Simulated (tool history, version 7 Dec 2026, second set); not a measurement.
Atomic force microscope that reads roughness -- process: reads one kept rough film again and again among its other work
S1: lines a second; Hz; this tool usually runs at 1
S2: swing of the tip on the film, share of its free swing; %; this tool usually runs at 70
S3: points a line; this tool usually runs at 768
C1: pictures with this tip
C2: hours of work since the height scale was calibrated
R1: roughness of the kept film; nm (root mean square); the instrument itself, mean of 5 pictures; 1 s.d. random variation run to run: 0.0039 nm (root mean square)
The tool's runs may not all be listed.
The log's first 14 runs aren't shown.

run	day	S1	S2	S3	C1	C2	R1
15	5.05	1.16	72	768	256	135	1.013
# day 5.283: new tip fitted
16	5.392	1	70	768	4	140	1.119
17	5.65	1	70	768	15	144	1.12
18	6.025	1	70	903	30	149	1.112
19	6.521	1	70	903	50	157	1.104
20	6.829	0.85	67	375	63	162	1.11
21	7.246	0.85	67	640	80	168	1.107
22	7.696	0.85	64	640	98	175	1.115
23	8.188	1.22	78	768	118	182	1.031
24	8.396	1.22	78	768	127	185	1.026
25	8.854	3.08	70	1013	145	192	0.964
26	9.271	1.65	81	319	163	198	0.959
27	9.5	3.19	66	319	172	202	0.983
28	9.833	3.24	79	583	185	207	0.862
29	10.212	0.51	72	903	201	213	1.086
30	10.433	3.73	70	903	210	216	0.911
31	10.892	3.73	70	903	229	223	0.912
32	11.246	0.99	61	573	243	228	1.064
33	11.667	0.65	82	1005	260	235	1.027
# day 11.783: new tip fitted
34	11.892	0.78	70	264	5	238	1.126

Forecast each of these 4 alternatives for the next run:
A	12.246	1.59	68	579	19	243	?
B	12.246	1.6	70	771	19	243	?
C	12.246	1.27	83	400	19	243	?
D	12.246	1.07	70	768	19	243	?

run	R1
A	1.095
B	1.088
C	1.035
D	1.112
The same runs, with their run-to-run variation unchanged, on a tool lacking any hidden condition would have given:
run	R1
A	1.096
B	1.089
C	1.036
D	1.113
